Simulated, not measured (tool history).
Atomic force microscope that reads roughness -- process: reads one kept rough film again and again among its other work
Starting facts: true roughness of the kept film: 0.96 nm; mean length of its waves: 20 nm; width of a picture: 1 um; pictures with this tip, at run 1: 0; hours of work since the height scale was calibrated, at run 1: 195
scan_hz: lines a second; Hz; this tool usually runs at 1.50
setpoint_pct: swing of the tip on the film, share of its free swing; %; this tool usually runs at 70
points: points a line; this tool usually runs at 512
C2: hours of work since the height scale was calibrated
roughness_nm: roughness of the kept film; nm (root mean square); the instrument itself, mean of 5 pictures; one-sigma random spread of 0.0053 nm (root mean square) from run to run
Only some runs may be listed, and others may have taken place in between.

{"run": 1, "hour": 0.0, "scan_hz": 1.5, "setpoint_pct": 70, "points": 512, "pictures with this tip": 0, "C2": 195, "roughness_nm": 0.887}
{"run": 2, "hour": 15.4, "scan_hz": 1.5, "setpoint_pct": 70, "points": 512, "pictures with this tip": 28, "C2": 206, "roughness_nm": 0.876}
{"run": 3, "hour": 25.4, "scan_hz": 1.5, "setpoint_pct": 70, "points": 512, "pictures with this tip": 47, "C2": 213, "roughness_nm": 0.891}
{"run": 4, "hour": 39.7, "scan_hz": 1.5, "setpoint_pct": 70, "points": 512, "pictures with this tip": 73, "C2": 223, "roughness_nm": 0.882}
{"run": 5, "hour": 50.3, "scan_hz": 1.5, "setpoint_pct": 70, "points": 512, "pictures with this tip": 93, "C2": 230, "roughness_nm": 0.872}
{"hour": 51.7, "done": "new tip fitted"}
{"run": 6, "hour": 62.0, "scan_hz": 1.5, "setpoint_pct": 70, "points": 512, "pictures with this tip": 19, "C2": 238, "roughness_nm": 0.889}
{"run": 7, "hour": 70.5, "scan_hz": 1.5, "setpoint_pct": 70, "points": 512, "pictures with this tip": 35, "C2": 244, "roughness_nm": 0.88}
{"run": 8, "hour": 83.1, "scan_hz": 1.5, "setpoint_pct": 70, "points": 512, "pictures with this tip": 58, "C2": 253, "roughness_nm": 0.889}
{"run": 9, "hour": 92.2, "scan_hz": 1.5, "setpoint_pct": 70, "points": 512, "pictures with this tip": 75, "C2": 259, "roughness_nm": 0.88}
{"run": 10, "hour": 101.2, "scan_hz": 2.01, "setpoint_pct": 79, "points": 647, "pictures with this tip": 91, "C2": 265, "roughness_nm": 0.864}
{"hour": 103.1, "done": "new tip fitted"}
{"run": 11, "hour": 115.6, "scan_hz": 2.01, "setpoint_pct": 79, "points": 647, "pictures with this tip": 23, "C2": 275, "roughness_nm": 0.854}
{"run": 12, "hour": 122.3, "scan_hz": 2.01, "setpoint_pct": 61, "points": 647, "pictures with this tip": 36, "C2": 279, "roughness_nm": 0.89}
{"run": 13, "hour": 136.5, "scan_hz": 2.01, "setpoint_pct": 61, "points": 647, "pictures with this tip": 62, "C2": 289, "roughness_nm": 0.899}
{"run": 14, "hour": 143.3, "scan_hz": 2.01, "setpoint_pct": 61, "points": 647, "pictures with this tip": 75, "C2": 294, "roughness_nm": 0.889}
{"hour": 154.2, "done": "new tip fitted"}
{"run": 15, "hour": 154.8, "scan_hz": 1.5, "setpoint_pct": 70, "points": 512, "pictures with this tip": 1, "C2": 302, "roughness_nm": 0.891}
{"run": 16, "hour": 166.3, "scan_hz": 1.5, "setpoint_pct": 62, "points": 349, "pictures with this tip": 22, "C2": 310, "roughness_nm": 0.885}
{"run": 17, "hour": 174.8, "scan_hz": 2.27, "setpoint_pct": 79, "points": 344, "pictures with this tip": 38, "C2": 315, "roughness_nm": 0.846}
{"run": 18, "hour": 187.2, "scan_hz": 2.27, "setpoint_pct": 79, "points": 344, "pictures with this tip": 61, "C2": 324, "roughness_nm": 0.85}

Describe how what the log doesn't record of the tool's condition differs between the last listed run preceding each entry between runs and the first listed run following it.
Logged between run 5 and run 6: new tip fitted (hour 51.7)
  radius of the tip, nm: 5.6 -> 5.1
Logged between run 10 and run 11: new tip fitted (hour 103.1)
  radius of the tip, nm: 5.6 -> 5.2
Logged between run 14 and run 15: new tip fitted (hour 154.2)
  radius of the tip, nm: 5.5 -> 5

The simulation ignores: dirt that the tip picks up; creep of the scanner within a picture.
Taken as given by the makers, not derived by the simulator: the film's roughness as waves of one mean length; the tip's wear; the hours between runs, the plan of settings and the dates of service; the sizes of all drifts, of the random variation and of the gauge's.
